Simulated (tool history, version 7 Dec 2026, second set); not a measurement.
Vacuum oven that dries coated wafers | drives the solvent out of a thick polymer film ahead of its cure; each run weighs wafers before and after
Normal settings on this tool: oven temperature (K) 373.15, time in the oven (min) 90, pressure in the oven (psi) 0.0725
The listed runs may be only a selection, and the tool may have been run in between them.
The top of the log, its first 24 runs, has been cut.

run,day,oven temperature (K),time in the oven (min),pressure in the oven (psi),hours of work since the thermocouples were calibrated,hours of work since the vacuum gauge was cleaned of residue,solvent left in the film (%)
25,90.717,373.15,105,0.0725,472,2066,0.62
26,94.146,383.15,90,0.0725,524,2118,0.28
27,98.858,373.15,62,0.0725,596,2191,1.74
28,103.554,373.15,62,0.0725,668,2262,1.69
29,108.975,373.15,70,0.2196,751,2345,1.62
30,111.425,373.15,70,0.2196,788,2383,1.64
31,115.979,363.15,56,0.2508,858,2452,4.70
# day 117.354: vacuum gauge cleaned of residue and calibrated
# day 120.779: oven's thermocouples calibrated
32,121.471,366.15,69,0.2595,11,62,3.34
33,124.529,366.15,55,0.0872,57,108,3.79
34,128.342,369.15,71,0.0725,116,167,2.01
35,133.508,363.15,71,0.1832,195,246,3.64
36,136.217,361.15,141,0.0725,236,287,1.41
37,141.517,361.15,141,0.0428,317,368,1.28
38,145.542,361.15,141,0.0428,379,430,1.24
39,147.775,379.15,108,0.1582,413,464,0.39
40,150.771,368.15,73,0.1582,459,510,2.27
41,153.612,366.15,90,0.1558,502,553,1.95
42,158.250,366.15,90,0.1558,573,624,1.96
43,161.479,364.15,136,0.1208,623,674,1.12
44,163.658,367.15,62,0.0515,656,707,2.74
45,168.504,386.15,109,0.0377,730,781,0.09
46,171.717,377.15,90,0.0906,779,830,0.42
47,176.896,362.15,90,0.0906,859,910,2.51

4 ways to go on from here, each from the tool as it stands after run 47. What would each give?
A,181.012,377.15,90,0.0725,922,973,?
B,181.012,362.15,90,0.0525,922,973,?
C,181.012,373.15,103,0.0725,922,973,?
D,181.012,371.15,54,0.1662,922,973,?

run,solvent left in the film (%)
A,0.40
B,2.38
C,0.54
D,2.52
What these runs would have given with no unlogged condition in the tool:
run,solvent left in the film (%)
A,0.47
B,2.78
C,0.65
D,2.93

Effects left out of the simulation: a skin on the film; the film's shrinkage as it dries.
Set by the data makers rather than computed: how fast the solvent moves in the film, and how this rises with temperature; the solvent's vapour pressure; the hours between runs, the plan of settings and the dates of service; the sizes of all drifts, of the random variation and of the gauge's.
